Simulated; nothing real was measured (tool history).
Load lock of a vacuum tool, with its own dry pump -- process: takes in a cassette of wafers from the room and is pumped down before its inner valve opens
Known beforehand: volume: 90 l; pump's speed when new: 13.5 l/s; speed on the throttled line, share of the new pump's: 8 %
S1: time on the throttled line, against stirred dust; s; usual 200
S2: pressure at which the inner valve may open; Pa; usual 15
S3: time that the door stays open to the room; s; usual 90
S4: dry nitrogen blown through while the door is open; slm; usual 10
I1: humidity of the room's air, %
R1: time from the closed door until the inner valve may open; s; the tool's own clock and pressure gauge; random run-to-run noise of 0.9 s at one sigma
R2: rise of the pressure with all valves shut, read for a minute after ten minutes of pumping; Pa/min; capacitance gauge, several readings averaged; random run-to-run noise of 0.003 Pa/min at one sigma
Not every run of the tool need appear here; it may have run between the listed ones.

run     hour   S1  S2   S3  S4    I1     R1     R2
  1      0.0  200  15   90  10  46.7  250.7  0.284
  2    299.6  200  15   76  10  46.3  250.7  0.296
  3    746.1  200  15   76  10  43.5  249.8  0.310
  4   1232.7  360  15   90  10  43.3  395.5  0.321
  5   1452.1  360  15   90  28  46.9  397.6  0.324
  6   1739.7  360  15   90  28  47.6  395.5  0.323
  7   1950.7  200  17   90  10  44.2  249.5  0.341
  8   2424.0  200  18   90  10  43.5  251.3  0.351
  9   2649.1  200  18   90  10  44.3  250.7  0.369
 10   3118.0  103  15   90  10  44.2  164.7  0.374
 11   3474.0  103  15   90  10  40.9  165.8  0.389
      3663.3  -- door's seal changed, seat wiped
 12   3936.6  103  15   90  10  41.8  165.7  0.027
 13   4270.0  200  15   90  10  42.3  253.5  0.033
 14   4660.6  200  15   90  10  45.5  254.6  0.032
      4760.3  -- dry pump taken out, an overhauled one fitted
 15   4984.2  200  15   90  10  44.1  242.6  0.032
 16   5411.7  136  15   90  10  45.5  183.3  0.036
 17   5895.3  136  15   90  10  45.5  183.8  0.040
 18   6193.2  136  15   90  10  44.0  185.0  0.043
 19   6472.2  200  26   43  10  47.1  239.3  0.041
 20   6805.6  200  15   90   9  45.3  242.6  0.046
 21   7225.5  200  15   90   9  47.6  245.3  0.053
 22   7571.1  200  15   90   9  43.8  243.2  0.053
 23   7982.8  200  24   90   4  45.0  240.3  0.063
 24   8417.8  200  24   90   4  49.0  240.3  0.070
 25   8882.1  156  19  118  21  44.9  203.0  0.067
 26   9254.3  105  30  181  10  43.9  151.9  0.073
 27   9719.2  200  17   73  13  45.9  244.3  0.074
 28  10140.4  200  10   27  16  47.4  247.9  0.073
 29  10451.3  200  10   27  16  41.7  247.3  0.075
 30  10874.8  200  10   27  16  43.2  247.9  0.081
 31  11100.0  231  15  171  10  45.3  273.5  0.102
 32  11435.5  200  12   90   8  44.2  246.0  0.100
 33  11881.8  200  12   90   8  40.9  248.4  0.108
 34  12104.7  200  15   37  10  43.7  244.2  0.100
 35  12311.8  332  18   80  24  42.0  364.8  0.103
 36  12687.1  332  18   80  24  46.7  365.4  0.109

Below, some changes in R1 between adjacent runs. For each, the amount present without the hidden state too (settings, incoming material, random variation) and the amount remaining for the hidden state with gauge scatter not shared by both compared results:
Unlogged tool condition in this case: pump's speed, % of a new pump's; leak at the door's seal, Pa l/s; drift of the gauge itself on ready_s, %; drift of the gauge itself on rise_pa_min, %.
Run 3 -> 4: S1 200 -> 360, S3 76 -> 90. R1 +145.7 s: hidden state -2.3, all else +148.0.
Run 6 -> 7: S1 360 -> 200, S2 15 -> 17, S4 28 -> 10. R1 -146.0 s: hidden state +2.7, all else -148.7.
Run 9 -> 10: S1 200 -> 103, S2 18 -> 15. R1 -86.0 s: hidden state +2.4, all else -88.4.
Run 14 -> 15: dry pump taken out, an overhauled one fitted. R1 -12.0 s: hidden state -10.9, all else -1.1.
Run 34 -> 35: S1 200 -> 332, S2 15 -> 18, S3 37 -> 80, S4 10 -> 24. R1 +120.6 s: hidden state -0.7, all else +121.3.

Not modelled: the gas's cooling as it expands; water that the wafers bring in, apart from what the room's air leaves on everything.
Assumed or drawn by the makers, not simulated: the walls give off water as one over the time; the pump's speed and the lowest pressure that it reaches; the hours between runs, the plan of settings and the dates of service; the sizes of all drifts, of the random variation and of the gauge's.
